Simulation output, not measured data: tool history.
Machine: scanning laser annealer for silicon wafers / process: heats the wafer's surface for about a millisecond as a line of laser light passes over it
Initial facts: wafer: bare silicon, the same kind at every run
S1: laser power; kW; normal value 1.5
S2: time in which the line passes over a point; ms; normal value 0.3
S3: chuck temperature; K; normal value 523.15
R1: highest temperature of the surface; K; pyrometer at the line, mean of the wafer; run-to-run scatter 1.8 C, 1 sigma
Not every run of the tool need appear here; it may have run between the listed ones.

Run 1, hour 0: usual settings. Result: R1 1269.15 K.
Run 2, hour 10.2: usual settings. Result: R1 1266.15 K.
Run 3, hour 15.6: usual settings. Result: R1 1268.15 K.
Run 4, hour 25.8: usual settings but S2 0.279 ms. Result: R1 1242.15 K.
Run 5, hour 36: usual settings but S2 0.279 ms. Result: R1 1241.15 K.
Run 6, hour 46: usual settings but S2 0.221 ms. Result: R1 1165.15 K.
At hour 52.1: optics aligned, line set to its width.
Run 7, hour 58.9: usual settings. Result: R1 1259.15 K.
Run 8, hour 69: usual settings. Result: R1 1256.15 K.
Run 9, hour 77.9: usual settings. Result: R1 1260.15 K.
At hour 84.5: optics aligned, line set to its width, once more.
Run 10, hour 94.7: usual settings. Result: R1 1269.15 K.
Run 11, hour 104.1: usual settings but S1 1.606 kW. Result: R1 1325.15 K.
Run 12, hour 110.5: usual settings but S1 1.545 kW, S2 0.238 ms, S3 512.15 K. Result: R1 1201.15 K.
Run 13, hour 118.4: usual settings but S1 1.291 kW, S2 0.366 ms, S3 546.15 K. Result: R1 1245.15 K.
Run 14, hour 130.2: usual settings but S1 1.291 kW, S2 0.366 ms, S3 546.15 K. Result: R1 1244.15 K.
Run 15, hour 138.8: usual settings but S1 1.282 kW, S3 507.15 K. Result: R1 1135.15 K.
Run 16, hour 146.8: usual settings but S1 1.431 kW, S3 507.15 K. Result: R1 1212.15 K.
Run 17, hour 153.9: usual settings but S1 1.543 kW, S2 0.318 ms. Result: R1 1310.15 K.
Run 18, hour 164.9: usual settings but S2 0.229 ms, S3 493.15 K. Result: R1 1141.15 K.
Run 19, hour 172.9: usual settings but S1 1.43 kW, S2 0.245 ms, S3 493.15 K. Result: R1 1131.15 K.

Measured minus without-hidden-state, run by run (identical run-to-run variation in each term; gauge scatter may differ):
Hidden state present: light that passes the window, % of a clean one's; laser's true power over the reading, %; width of the line over the set one, %; drift of the gauge itself on peak_c, C.
run   R1
  1  -21
  2  -21
  3  -22
  4  -22
  5  -23
  6  -22
  7  -30
  8  -32
  9  -32
 10  -19
 11  -21
 12  -19
 13  -20
 14  -21
 15  -20
 16  -23
 17  -27
 18  -23
 19  -23
